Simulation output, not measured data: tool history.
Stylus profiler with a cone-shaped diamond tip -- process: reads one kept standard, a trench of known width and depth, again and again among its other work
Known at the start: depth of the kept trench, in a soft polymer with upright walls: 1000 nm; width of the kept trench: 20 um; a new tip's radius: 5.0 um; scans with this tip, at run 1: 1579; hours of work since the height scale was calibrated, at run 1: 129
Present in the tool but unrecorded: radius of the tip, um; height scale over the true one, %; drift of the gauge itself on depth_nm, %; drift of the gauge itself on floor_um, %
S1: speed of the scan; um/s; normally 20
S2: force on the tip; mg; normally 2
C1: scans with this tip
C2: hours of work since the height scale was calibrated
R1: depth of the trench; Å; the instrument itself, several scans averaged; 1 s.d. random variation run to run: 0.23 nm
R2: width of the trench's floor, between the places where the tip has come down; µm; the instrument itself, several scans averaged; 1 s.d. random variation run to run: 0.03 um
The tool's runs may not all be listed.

run     day  S1    S2    C1   C2       R1     R2
  1       0  20     2  1579  129  10115.7  13.98
  2   0.554   9     2  1662  136  10116.7  13.97
  3   1.092   9     2  1744  143  10115.3     14
  4   1.542   8     2  1812  148  10119.6  14.02
  5   1.812  20     2  1853  151  10116.3     14
  6   2.242  20     2  1918  157  10119.5  14.02
  7   2.746  20  0.84  1995  163    10063   13.9
  8    3.25  20  0.84  2071  169  10062.3  13.91
  9   3.554  20  0.84  2117  173  10061.9  13.99
 10   4.217  20  0.84  2217  181  10069.7  13.94
 11   4.729  20  0.84  2296  188  10062.7  13.96
 12   5.017  20  4.86  2339  191  10209.4  13.93
 13   5.596  20  4.86  2427  198  10216.6  13.99
 14   6.008  20  3.23  2489  203  10162.1  13.99
 15   6.392  20     2  2547  208  10117.4  13.98
 16   6.858  20     2  2618  214  10118.9  13.96
 17   7.342  20     2  2691  220  10121.6  13.97
 18   7.675  20     2  2741  224  10115.3  13.93
 19   8.238  20     2  2827  231  10114.3     14
 20   8.667  20     2  2892  236  10119.2  14.02
 21   9.275  20     2  2984  244  10119.1  13.99
 22   9.838  20     2  3069  251  10116.7  13.96
 23  10.112   8   1.8  3111  254  10113.5  13.98
 24  10.625  19  0.96  3188  261  10066.6  13.92
 25  11.108  21  3.49  3262  267  10166.5  13.99
 26  11.617   7  3.74  3339  273  10177.8  14.04
 27  12.192   7  3.74  3426  280  10176.1  13.97
 28    12.8  48  3.67  3518  288  10174.9  13.95
 29  13.233  48  3.67  3584  293  10178.4  13.92
 30  13.538  48  3.67  3630  297  10178.2  13.95
 31   14.05  48  3.67  3707  303  10176.6   13.9
 32  14.379  14  1.87  3757  307    10115  13.94
 33  14.954  14  1.87  3845  314  10108.2  13.99
 34  15.596   8     2  3942  322  10118.8  14.01
 35  16.042  25  3.91  4009  328  10181.1  13.95
 36  16.412  25  3.91  4065  332  10185.4  13.94
 37   16.95  25  3.91  4147  339  10181.1  13.95
 38  17.292  18  1.92  4198  343  10113.2  13.95
 39  17.875  21  0.76  4287  350  10058.2  13.95
 40  18.188  21  0.76  4334  354  10058.9  13.92
 41  18.775  50  4.76  4423  362  10213.2  13.94
 42  19.338   7  0.77  4509  368  10060.8     14
 43  19.912   7  0.77  4596  376  10062.4  13.95

Below are 4 alternative next runs, each starting from the tool's condition after run 43. Predict each:
  A  20.3  50  1.29  4654  380   ?   ?
  B  20.3  27  0.77  4654  380   ?   ?
  C  20.3  16  5.49  4654  380   ?   ?
  D  20.3   7  2.32  4654  380   ?   ?

run       R1     R2
  A  10087.3  13.86
  B  10065.1  13.89
  C  10232.8  13.95
  D  10124.8     14
Had the tool no hidden state, the same runs would have come out as:
run       R1     R2
  A  10087.3  13.86
  B  10065.1   13.9
  C  10232.7  13.96
  D  10124.7     14

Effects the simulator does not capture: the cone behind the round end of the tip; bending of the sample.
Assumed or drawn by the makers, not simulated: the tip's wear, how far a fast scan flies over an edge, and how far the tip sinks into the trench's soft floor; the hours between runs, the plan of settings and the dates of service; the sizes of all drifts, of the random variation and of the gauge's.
